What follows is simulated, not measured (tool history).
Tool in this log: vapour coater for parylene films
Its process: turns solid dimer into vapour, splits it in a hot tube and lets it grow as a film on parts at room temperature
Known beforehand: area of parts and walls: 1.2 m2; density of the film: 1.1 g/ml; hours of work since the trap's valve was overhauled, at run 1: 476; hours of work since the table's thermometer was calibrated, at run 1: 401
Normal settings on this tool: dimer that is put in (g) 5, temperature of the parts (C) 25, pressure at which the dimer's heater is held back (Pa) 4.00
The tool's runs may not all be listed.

run	hour	dimer that is put in (g)	temperature of the parts (C)	pressure at which the dimer's heater is held back (Pa)	hours of work since the trap's valve was overhauled	hours of work since the table's thermometer was calibrated	thickness of the film (um)
1	0.0	5	25	4.00	476	401	1.73
2	27.1	5	25	4.00	497	422	1.68
3	54.3	5	25	4.00	519	444	1.66
4	84.4	6	25	4.00	543	468	1.98
5	99.9	6	25	4.00	555	480	1.92
6	123.3	5	37	4.00	574	499	1.09
7	143.0	5	37	4.00	589	514	1.05
8	157.3	5	37	4.00	601	526	1.08
9	184.4	5	25	8.43	622	547	1.50
10	206.2	5	18	8.43	640	564	1.92
11	231.9	5	18	8.43	660	585	1.91
12	255.4	5	18	8.43	679	603	1.90
# hour 268.4: trap's valve overhauled
13	282.9	5	25	4.00	12	622	1.90
14	313.7	4	25	4.00	36	647	1.48
15	330.1	4	25	4.00	49	660	1.49
16	349.0	4	25	4.00	64	675	1.47
17	375.3	4	25	4.00	85	696	1.44
18	390.3	5	25	4.00	97	707	1.85
19	420.3	5	25	4.06	121	731	1.83
20	451.0	5	25	4.06	145	756	1.80
21	478.3	5	25	4.06	167	777	1.81
22	500.2	4	25	4.00	184	795	1.41
23	513.6	4	25	4.00	195	805	1.42
24	526.7	5	25	4.00	205	816	1.82
25	554.8	5	25	4.00	227	838	1.74
26	568.0	5	25	4.00	238	849	1.77
27	585.8	5	26	4.00	252	863	1.71
28	604.2	8	25	2.24	267	877	2.99
29	633.8	8	34	6.53	290	901	1.90
30	655.8	8	34	6.53	308	918	1.95
31	669.1	8	34	6.53	318	929	1.91
32	694.3	8	34	6.53	338	949	1.87
33	707.2	3	17	6.53	349	959	1.32

Forecast run 34:
34	734.5	7	35	2.49	370	981	?

Run 34 gave thickness of the film (um) 1.74.
If the tool had no hidden condition, the same run with the same run-to-run variation would have returned thickness of the film (um) 1.93.

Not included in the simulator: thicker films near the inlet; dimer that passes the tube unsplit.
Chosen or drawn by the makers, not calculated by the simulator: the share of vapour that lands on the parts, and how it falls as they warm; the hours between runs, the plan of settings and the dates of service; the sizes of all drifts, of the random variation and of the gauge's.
